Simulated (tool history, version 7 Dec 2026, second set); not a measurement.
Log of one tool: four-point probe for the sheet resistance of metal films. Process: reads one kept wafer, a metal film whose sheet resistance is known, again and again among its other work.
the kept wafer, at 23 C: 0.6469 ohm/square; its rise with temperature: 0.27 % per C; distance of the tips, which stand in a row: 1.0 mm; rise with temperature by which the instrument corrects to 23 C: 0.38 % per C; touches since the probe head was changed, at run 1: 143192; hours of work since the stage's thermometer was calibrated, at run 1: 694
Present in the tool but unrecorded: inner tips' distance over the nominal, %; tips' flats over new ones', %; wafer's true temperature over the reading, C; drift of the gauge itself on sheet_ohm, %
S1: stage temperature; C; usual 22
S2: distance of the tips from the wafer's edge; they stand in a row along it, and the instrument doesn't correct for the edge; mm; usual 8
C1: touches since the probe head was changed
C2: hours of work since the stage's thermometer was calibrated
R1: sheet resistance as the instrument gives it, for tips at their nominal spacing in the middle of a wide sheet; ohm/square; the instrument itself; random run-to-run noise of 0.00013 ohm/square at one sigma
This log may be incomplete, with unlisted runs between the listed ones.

run	hour	S1	S2	C1	C2	R1
1	0	22	8	143192	694	0.657601
2	35.3	23	8	144908	719	0.656821
3	98.6	20	8	147994	764	0.659572
4	144.8	20	8	150240	796	0.658923
5	193.8	22	8	152624	831	0.657912
6	260.8	22	8	155887	878	0.657899
7	301.8	35	8	157885	907	0.648707
8	371.9	35	8	161293	957	0.648896
9	423.1	35	8	163785	993	0.649015
10	482.2	19	10	166664	1035	0.658498
11	549.3	19	10	169933	1082	0.658864
12	598.2	20	10	172312	1117	0.658336
13	667.7	24	8	175693	1166	0.657482
14	729.8	24	69	178717	1210	0.652024
15	760.2	24	69	180196	1231	0.652321
16	827.1	24	69	183456	1279	0.652435
17	889.3	24	69	186484	1323	0.652138
18	931.3	24	69	188526	1352	0.652463

Forecast each of these 4 alternatives for the next run:
A	1001.7	29	69	191951	1402	?
B	1001.7	32	10	191951	1402	?
C	1001.7	21	8	191951	1402	?
D	1001.7	24	61	191951	1402	?

run	R1
A	0.648752
B	0.650279
C	0.660095
D	0.652576
Without the tool's hidden state the same runs would have given:
run	R1
A	0.642571
B	0.64409
C	0.653798
D	0.646352
